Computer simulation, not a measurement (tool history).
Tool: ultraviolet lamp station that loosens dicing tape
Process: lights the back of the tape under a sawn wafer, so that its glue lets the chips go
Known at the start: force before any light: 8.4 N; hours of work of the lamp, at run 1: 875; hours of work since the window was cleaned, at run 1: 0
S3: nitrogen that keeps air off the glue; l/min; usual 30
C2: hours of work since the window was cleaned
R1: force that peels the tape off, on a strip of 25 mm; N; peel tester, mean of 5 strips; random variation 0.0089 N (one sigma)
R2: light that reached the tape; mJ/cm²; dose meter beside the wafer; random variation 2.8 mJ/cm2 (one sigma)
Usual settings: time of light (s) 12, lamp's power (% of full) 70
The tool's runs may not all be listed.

Run 1, day 0: usual settings; hours of work of the lamp 875; C2 0. Result: R1 0.513 N, R2 326 mJ/cm².
Run 2, day 0.746: usual settings but S3 18 l/min; hours of work of the lamp 888; C2 13. Result: R1 0.771 N, R2 320 mJ/cm².
Run 3, day 1.679: usual settings but S3 18 l/min; hours of work of the lamp 904; C2 29. Result: R1 0.785 N, R2 312 mJ/cm².
Run 4, day 2.983: usual settings but S3 18 l/min; hours of work of the lamp 926; C2 51. Result: R1 0.863 N, R2 309 mJ/cm².
Run 5, day 3.775: usual settings but lamp's power (% of full) 77; hours of work of the lamp 940; C2 65. Result: R1 0.488 N, R2 332 mJ/cm².
Run 6, day 5.125: usual settings but S3 14 l/min; hours of work of the lamp 963; C2 88. Result: R1 1.087 N, R2 299 mJ/cm².
Run 7, day 6.588: usual settings but time of light (s) 17, S3 14 l/min; hours of work of the lamp 988; C2 113. Result: R1 0.59 N, R2 414 mJ/cm².
Run 8, day 7.475: usual settings but lamp's power (% of full) 75; hours of work of the lamp 1003; C2 128. Result: R1 0.545 N, R2 310 mJ/cm².
Run 9, day 8.546: usual settings but lamp's power (% of full) 75; hours of work of the lamp 1022; C2 146. Result: R1 0.591 N, R2 304 mJ/cm².
Run 10, day 9.588: usual settings but lamp's power (% of full) 94, S3 39 l/min; hours of work of the lamp 1039; C2 164. Result: R1 0.345 N, R2 368 mJ/cm².
Run 11, day 10.258: usual settings but lamp's power (% of full) 94, S3 39 l/min; hours of work of the lamp 1051; C2 175. Result: R1 0.367 N, R2 369 mJ/cm².
Run 12, day 11.692: usual settings but time of light (s) 14, lamp's power (% of full) 79, S3 18 l/min; hours of work of the lamp 1075; C2 200. Result: R1 0.649 N, R2 351 mJ/cm².
Run 13, day 12.8: usual settings but time of light (s) 14, lamp's power (% of full) 79, S3 18 l/min; hours of work of the lamp 1094; C2 219. Result: R1 0.651 N, R2 345 mJ/cm².
At day 12.946: window cleaned of glue's vapour.
At day 13.308: lamp changed.
Run 14, day 13.971: usual settings but time of light (s) 16, lamp's power (% of full) 97, S3 22 l/min; hours of work of the lamp 11; C2 17. Result: R1 0.3 N, R2 558 mJ/cm².
Run 15, day 15.071: usual settings but time of light (s) 21, lamp's power (% of full) 65, S3 11 l/min; hours of work of the lamp 30; C2 36. Result: R1 0.545 N, R2 483 mJ/cm².
Run 16, day 15.779: usual settings but time of light (s) 21, lamp's power (% of full) 65, S3 11 l/min; hours of work of the lamp 42; C2 48. Result: R1 0.553 N, R2 480 mJ/cm².
At day 16.7: window cleaned of glue's vapour, once more.
Run 17, day 16.721: usual settings but time of light (s) 21, lamp's power (% of full) 65, S3 11 l/min; hours of work of the lamp 58; C2 0. Result: R1 0.373 N, R2 618 mJ/cm².
Run 18, day 17.558: usual settings but time of light (s) 8, lamp's power (% of full) 94, S3 11 l/min; hours of work of the lamp 72; C2 15. Result: R1 1.058 N, R2 336 mJ/cm².

Forecast each of these 4 alternatives for the next run:
Run A, day 18.829: usual settings but time of light (s) 8, lamp's power (% of full) 78, S3 11 l/min; hours of work of the lamp 94; C2 36. Result: R1 ?, R2 ?.
Run B, day 18.829: usual settings but time of light (s) 8, S3 12 l/min; hours of work of the lamp 94; C2 36. Result: R1 ?, R2 ?.
Run C, day 18.829: usual settings but time of light (s) 9, lamp's power (% of full) 90, S3 55 l/min; hours of work of the lamp 94; C2 36. Result: R1 ?, R2 ?.
Run D, day 18.829: usual settings but lamp's power (% of full) 87, S3 45 l/min; hours of work of the lamp 94; C2 36. Result: R1 ?, R2 ?.

run     R1   R2
  A  1.488  274
  B  1.698  248
  C  0.319  359
  D  0.268  460
Without the tool's hidden state the same runs would have given:
run     R1   R2
  A  1.359  290
  B  1.557  263
  C  0.302  379
  D   0.26  486
